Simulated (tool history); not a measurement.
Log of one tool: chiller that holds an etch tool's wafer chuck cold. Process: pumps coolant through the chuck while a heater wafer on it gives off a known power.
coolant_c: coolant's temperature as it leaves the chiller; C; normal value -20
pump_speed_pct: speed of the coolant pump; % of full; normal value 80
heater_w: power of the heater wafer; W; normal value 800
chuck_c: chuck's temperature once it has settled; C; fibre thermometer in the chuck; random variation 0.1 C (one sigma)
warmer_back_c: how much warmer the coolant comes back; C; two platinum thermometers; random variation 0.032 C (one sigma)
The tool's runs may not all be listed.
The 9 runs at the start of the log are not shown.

| run | day | coolant_c | pump_speed_pct | heater_w | hours since the coolant was changed and the channels were flushed | hours since the pump was overhauled | hours since the chiller's thermometer was calibrated | chuck_c | warmer_back_c |
|---|---|---|---|---|---|---|---|---|---|
| 10 | 34.254 | -20 | 68 | 800 | 2997 | 2997 | 4478 | -9.6 | 4.68 |
| 11 | 38.192 | -20 | 80 | 800 | 3092 | 3092 | 4573 | -10.9 | 3.99 |
| 12 | 41.938 | -20 | 80 | 800 | 3182 | 3182 | 4663 | -10.9 | 3.96 |
| 13 | 45.746 | -20 | 69 | 800 | 3273 | 3273 | 4754 | -9.4 | 4.63 |
| 14 | 48.633 | -20 | 69 | 800 | 3342 | 3342 | 4823 | -9.4 | 4.66 |
| 15 | 52.121 | -20 | 69 | 800 | 3426 | 3426 | 4907 | -9.6 | 4.65 |
| 16 | 54.438 | -20 | 80 | 1118 | 3481 | 3481 | 4963 | -7.1 | 5.58 |
| 17 | 58.429 | -17 | 80 | 446 | 3577 | 3577 | 5059 | -11.6 | 2.27 |
| 18 | 61.675 | -17 | 80 | 792 | 3655 | 3655 | 5136 | -7.7 | 3.96 |
| 19 | 66.012 | -17 | 97 | 854 | 3759 | 3759 | 5241 | -8.7 | 3.52 |
| 20 | 70.95 | -28 | 94 | 816 | 3878 | 3878 | 5359 | -19.6 | 3.48 |
| 21 | 73.604 | -20 | 60 | 800 | 3942 | 3942 | 5423 | -7.6 | 5.45 |
| 22 | 75.825 | -29 | 60 | 404 | 3995 | 3995 | 5476 | -22.6 | 2.82 |
| 23 | 78.5 | -19 | 80 | 800 | 4059 | 4059 | 5540 | -9.7 | 4.07 |
|  | 79.55 | chiller's thermometer calibrated |
| 24 | 83.267 | -14 | 80 | 1062 | 4172 | 4172 | 89 | -1.9 | 5.4 |
| 25 | 86.029 | -14 | 80 | 582 | 4239 | 4239 | 155 | -7.2 | 3.02 |
| 26 | 90.062 | -14 | 80 | 582 | 4336 | 4336 | 252 | -7.3 | 3.01 |
| 27 | 93.196 | -14 | 71 | 582 | 4411 | 4411 | 327 | -6.5 | 3.38 |
| 28 | 96.012 | -14 | 71 | 582 | 4478 | 4478 | 395 | -6.4 | 3.39 |
| 29 | 98.717 | -14 | 71 | 582 | 4543 | 4543 | 460 | -6.4 | 3.34 |
| 30 | 101.725 | -14 | 71 | 582 | 4615 | 4615 | 532 | -6.5 | 3.41 |
| 31 | 105.017 | -20 | 77 | 706 | 4694 | 4694 | 611 | -11.5 | 3.75 |

Consider 5 possible next runs. They are alternatives, not a sequence: every one starts from the tool as it was left by run 31. What does each give?
| A | 109.058 | -26 | 63 | 900 | 4791 | 4791 | 708 | ? | ? |
| B | 109.058 | -23 | 93 | 1036 | 4791 | 4791 | 708 | ? | ? |
| C | 109.058 | -15 | 61 | 806 | 4791 | 4791 | 708 | ? | ? |
| D | 109.058 | -20 | 83 | 980 | 4791 | 4791 | 708 | ? | ? |
| E | 109.058 | -11 | 91 | 800 | 4791 | 4791 | 708 | ? | ? |

| run | chuck_c | warmer_back_c |
|---|---|---|
| A | -12.6 | 6.01 |
| B | -12.5 | 4.6 |
| C | -2.7 | 5.52 |
| D | -8.6 | 4.92 |
| E | -2.6 | 3.66 |
The same runs, with their run-to-run variation unchanged, on a tool lacking any hidden condition would have given:
| run | chuck_c | warmer_back_c |
|---|---|---|
| A | -15.7 | 5.22 |
| B | -15 | 3.99 |
| C | -5.5 | 4.8 |
| D | -11.3 | 4.28 |
| E | -4.6 | 3.19 |
